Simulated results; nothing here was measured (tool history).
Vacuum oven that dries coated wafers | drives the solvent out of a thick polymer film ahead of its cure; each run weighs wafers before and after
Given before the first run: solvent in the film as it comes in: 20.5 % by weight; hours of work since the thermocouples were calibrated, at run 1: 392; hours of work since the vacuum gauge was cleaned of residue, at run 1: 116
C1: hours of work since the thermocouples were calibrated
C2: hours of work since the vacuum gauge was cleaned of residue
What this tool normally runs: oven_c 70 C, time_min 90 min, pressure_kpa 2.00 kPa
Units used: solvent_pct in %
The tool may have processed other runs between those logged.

Run 1, hour 0.0: usual settings; C1 392; C2 116. Result: solvent_pct 5.69 %.
Run 2, hour 82.7: usual settings; C1 457; C2 181. Result: solvent_pct 5.64 %.
Run 3, hour 188.3: usual settings; C1 541; C2 265. Result: solvent_pct 5.83 %.
Run 4, hour 240.6: usual settings; C1 582; C2 306. Result: solvent_pct 5.70 %.
Run 5, hour 336.8: usual settings; C1 658; C2 383. Result: solvent_pct 5.96 %.
Run 6, hour 461.8: usual settings but oven_c 68 C; C1 757; C2 482. Result: solvent_pct 7.02 %.
At hour 536.6: oven's thermocouples calibrated.
Run 7, hour 538.3: usual settings but oven_c 68 C; C1 1; C2 541. Result: solvent_pct 6.50 %.
Run 8, hour 666.6: usual settings but pressure_kpa 5.61 kPa; C1 103; C2 642. Result: solvent_pct 10.49 %.
Run 9, hour 795.8: usual settings; C1 205; C2 744. Result: solvent_pct 5.93 %.
Run 10, hour 854.9: usual settings; C1 252; C2 791. Result: solvent_pct 5.92 %.
Run 11, hour 918.2: usual settings but oven_c 59 C; C1 302; C2 841. Result: solvent_pct 11.34 %.
Run 12, hour 1044.9: usual settings; C1 402; C2 942. Result: solvent_pct 6.10 %.
Run 13, hour 1136.5: usual settings; C1 475; C2 1014. Result: solvent_pct 6.13 %.
Run 14, hour 1198.1: usual settings; C1 524; C2 1063. Result: solvent_pct 6.32 %.
Run 15, hour 1287.8: usual settings; C1 595; C2 1134. Result: solvent_pct 6.45 %.
Run 16, hour 1347.3: usual settings; C1 642; C2 1181. Result: solvent_pct 6.50 %.
Run 17, hour 1403.6: usual settings but pressure_kpa 3.46 kPa; C1 687; C2 1226. Result: solvent_pct 8.45 %.
Run 18, hour 1498.0: usual settings but pressure_kpa 3.46 kPa; C1 761; C2 1300. Result: solvent_pct 8.84 %.
At hour 1570.6: oven's thermocouples calibrated.
Run 19, hour 1616.0: usual settings but time_min 117 min, pressure_kpa 3.46 kPa; C1 36; C2 1392. Result: solvent_pct 7.20 %.
Run 20, hour 1697.3: usual settings but pressure_kpa 2.78 kPa; C1 100; C2 1457. Result: solvent_pct 7.08 %.
Run 21, hour 1792.2: usual settings but time_min 69 min; C1 175; C2 1532. Result: solvent_pct 7.20 %.
Run 22, hour 1884.6: usual settings; C1 249; C2 1605. Result: solvent_pct 6.36 %.
Run 23, hour 1944.2: usual settings; C1 296; C2 1652. Result: solvent_pct 6.24 %.
Run 24, hour 2065.8: usual settings; C1 392; C2 1748. Result: solvent_pct 6.42 %.
Run 25, hour 2165.6: usual settings; C1 471; C2 1827. Result: solvent_pct 6.50 %.
Run 26, hour 2220.0: usual settings but pressure_kpa 1.12 kPa; C1 514; C2 1870. Result: solvent_pct 5.43 %.
Run 27, hour 2348.8: usual settings but oven_c 64 C, time_min 48 min, pressure_kpa 1.35 kPa; C1 616; C2 1972. Result: solvent_pct 11.49 %.
Run 28, hour 2423.6: usual settings but oven_c 58 C, pressure_kpa 1.05 kPa; C1 675; C2 2032. Result: solvent_pct 11.24 %.
Run 29, hour 2550.6: usual settings but oven_c 58 C, pressure_kpa 1.05 kPa; C1 776; C2 2132. Result: solvent_pct 11.24 %.
At hour 2604.3: oven's thermocouples calibrated.
Run 30, hour 2638.9: usual settings but oven_c 58 C, pressure_kpa 1.05 kPa; C1 27; C2 2201. Result: solvent_pct 10.96 %.
Run 31, hour 2766.8: usual settings but oven_c 58 C, time_min 87 min, pressure_kpa 1.93 kPa; C1 129; C2 2302. Result: solvent_pct 12.66 %.
Run 32, hour 2870.4: usual settings but oven_c 55 C, pressure_kpa 4.13 kPa; C1 211; C2 2384. Result: solvent_pct 17.52 %.
Run 33, hour 2956.9: usual settings but oven_c 58 C, pressure_kpa 5.40 kPa; C1 279; C2 2452. Result: solvent_pct 18.85 %.
Run 34, hour 3052.9: usual settings but oven_c 58 C, pressure_kpa 5.40 kPa; C1 355; C2 2528. Result: solvent_pct 18.56 %.
Run 35, hour 3183.3: usual settings but time_min 71 min; C1 458; C2 2632. Result: solvent_pct 8.30 %.
Run 36, hour 3277.9: usual settings but oven_c 63 C, time_min 71 min, pressure_kpa 2.99 kPa; C1 533; C2 2707. Result: solvent_pct 12.88 %.
At hour 3288.4: vacuum gauge cleaned of residue and calibrated.
Run 37, hour 3360.6: usual settings but oven_c 78 C, time_min 71 min, pressure_kpa 3.59 kPa; C1 598; C2 57. Result: solvent_pct 5.34 %.
Run 38, hour 3452.1: usual settings but oven_c 84 C, time_min 162 min, pressure_kpa 3.86 kPa; C1 670; C2 130. Result: solvent_pct 3.65 %.
Run 39, hour 3536.6: usual settings but oven_c 84 C, time_min 162 min, pressure_kpa 3.86 kPa; C1 737; C2 197. Result: solvent_pct 3.59 %.
At hour 3640.0: oven's thermocouples calibrated.
Run 40, hour 3662.3: usual settings but oven_c 84 C, time_min 162 min, pressure_kpa 3.86 kPa; C1 18; C2 294. Result: solvent_pct 3.65 %.
Run 41, hour 3751.7: usual settings but oven_c 76 C, time_min 162 min, pressure_kpa 1.05 kPa; C1 88; C2 365. Result: solvent_pct 1.68 %.
Run 42, hour 3872.8: usual settings but oven_c 73 C, time_min 162 min, pressure_kpa 1.56 kPa; C1 184; C2 461. Result: solvent_pct 2.73 %.
Run 43, hour 4001.8: usual settings but oven_c 64 C, time_min 50 min; C1 286; C2 563. Result: solvent_pct 11.50 %.
Run 44, hour 4093.4: usual settings but oven_c 83 C, time_min 122 min; C1 359; C2 636. Result: solvent_pct 2.19 %.
Run 45, hour 4203.6: usual settings but oven_c 83 C, time_min 65 min, pressure_kpa 1.00 kPa; C1 446; C2 723. Result: solvent_pct 2.06 %.
Run 46, hour 4282.1: usual settings but oven_c 60 C; C1 508; C2 785. Result: solvent_pct 11.21 %.
Run 47, hour 4387.1: usual settings but oven_c 62 C, time_min 82 min, pressure_kpa 5.04 kPa; C1 592; C2 868. Result: solvent_pct 15.50 %.

Forecast each of these 3 alternatives for the next run:
Run A, hour 4462.1: usual settings but oven_c 56 C, time_min 76 min, pressure_kpa 1.72 kPa; C1 651; C2 928. Result: solvent_pct ?.
Run B, hour 4462.1: usual settings but time_min 137 min; C1 651; C2 928. Result: solvent_pct ?.
Run C, hour 4462.1: usual settings but time_min 139 min; C1 651; C2 928. Result: solvent_pct ?.

run  solvent_pct
  A        13.73
  B         5.25
  C         5.08
Without the tool's unlogged condition, the same runs would have read:
run  solvent_pct
  A        12.29
  B         4.03
  C         3.85

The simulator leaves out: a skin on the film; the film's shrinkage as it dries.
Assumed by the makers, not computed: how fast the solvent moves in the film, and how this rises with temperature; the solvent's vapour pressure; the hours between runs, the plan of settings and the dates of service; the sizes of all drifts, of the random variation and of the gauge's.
